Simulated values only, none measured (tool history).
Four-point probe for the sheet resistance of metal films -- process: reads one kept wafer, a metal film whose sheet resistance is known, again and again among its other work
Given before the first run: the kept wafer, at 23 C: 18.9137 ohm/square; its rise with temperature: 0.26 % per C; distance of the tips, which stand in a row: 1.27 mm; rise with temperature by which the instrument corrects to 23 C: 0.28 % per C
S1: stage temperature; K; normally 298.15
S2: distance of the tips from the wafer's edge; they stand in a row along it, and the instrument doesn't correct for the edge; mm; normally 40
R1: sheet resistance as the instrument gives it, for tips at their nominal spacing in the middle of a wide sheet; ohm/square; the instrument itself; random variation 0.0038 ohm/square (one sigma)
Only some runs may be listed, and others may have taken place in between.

run,hour,S1,S2,R1
1,0,298.15,40,18.944136
2,8.8,298.15,40,18.947835
3,15.9,298.15,40,18.94065
4,28,298.15,40,18.940819
5,42.8,298.15,40,18.946649
6,49.3,298.15,6,19.379934
7,58.5,298.15,6,19.37597
8,66.1,292.15,40,18.976953
9,76.4,292.15,40,18.972044
10,87.5,292.15,40,18.969712
11,100.7,298.15,13,19.029757
12,112.3,298.15,40,18.947395
13,123.3,298.15,40,18.950219
14,135.9,298.15,40,18.939075
15,151.6,305.15,64,18.914659
16,162.9,300.15,64,18.935651
17,176.2,300.15,64,18.938957
18,185.1,298.15,3,20.593394
19,193.9,298.15,3,20.597768
20,208.8,297.15,40,18.956019
21,219.6,298.15,12,19.053135
22,228.1,292.15,16,19.026627
23,243.4,292.15,3,20.614501
24,256.2,293.15,40,18.967082
25,270.6,292.15,9,19.16192

4 ways to go on from here, each from the tool as it stands after run 25. What would each give?
A,284.3,302.15,13,?
B,284.3,292.15,4,?
C,284.3,298.15,50,?
D,284.3,292.15,42,?

run,R1
A,19.022817
B,19.938704
C,18.942435
D,18.980461
What these runs would have given with no unlogged condition in the tool:
run,R1
A,18.98588
B,19.899849
C,18.90555
D,18.943358
